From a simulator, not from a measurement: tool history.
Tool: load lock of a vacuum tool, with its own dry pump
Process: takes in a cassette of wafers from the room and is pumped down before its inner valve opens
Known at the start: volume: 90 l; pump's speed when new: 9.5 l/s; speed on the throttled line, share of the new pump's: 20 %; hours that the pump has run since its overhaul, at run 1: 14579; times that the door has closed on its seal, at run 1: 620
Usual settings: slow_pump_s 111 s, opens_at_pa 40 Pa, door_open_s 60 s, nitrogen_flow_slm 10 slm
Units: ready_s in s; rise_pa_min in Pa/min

run,hour,slow_pump_s,opens_at_pa,door_open_s,nitrogen_flow_slm,hours that the pump has run since its overhaul,times that the door has closed on its seal,"incoming humidity of the room's air, %",ready_s,rise_pa_min
1,0.0,111,40,60,10,14579,620,44.0,176.9,0.033
2,281.5,111,40,60,10,14861,1049,50.1,177.9,0.031
3,558.3,111,40,60,10,15138,1471,40.7,177.2,0.029
4,833.8,111,31,60,10,15413,1891,43.5,179.7,0.024
5,1072.4,111,40,60,10,15652,2254,45.5,177.6,0.030
6,1254.8,111,40,60,10,15834,2532,45.4,177.4,0.034
7,1583.1,111,77,82,10,16162,3033,47.0,171.6,0.036

The next listed run, before its measurement:
8,1785.6,111,77,82,10,16365,3341,42.6,?,?

ready_s: 169.1 s
rise_pa_min: 0.031 Pa/min
Without the tool's hidden state the same run would have given ready_s 155.6 s, rise_pa_min 0.027 Pa/min.

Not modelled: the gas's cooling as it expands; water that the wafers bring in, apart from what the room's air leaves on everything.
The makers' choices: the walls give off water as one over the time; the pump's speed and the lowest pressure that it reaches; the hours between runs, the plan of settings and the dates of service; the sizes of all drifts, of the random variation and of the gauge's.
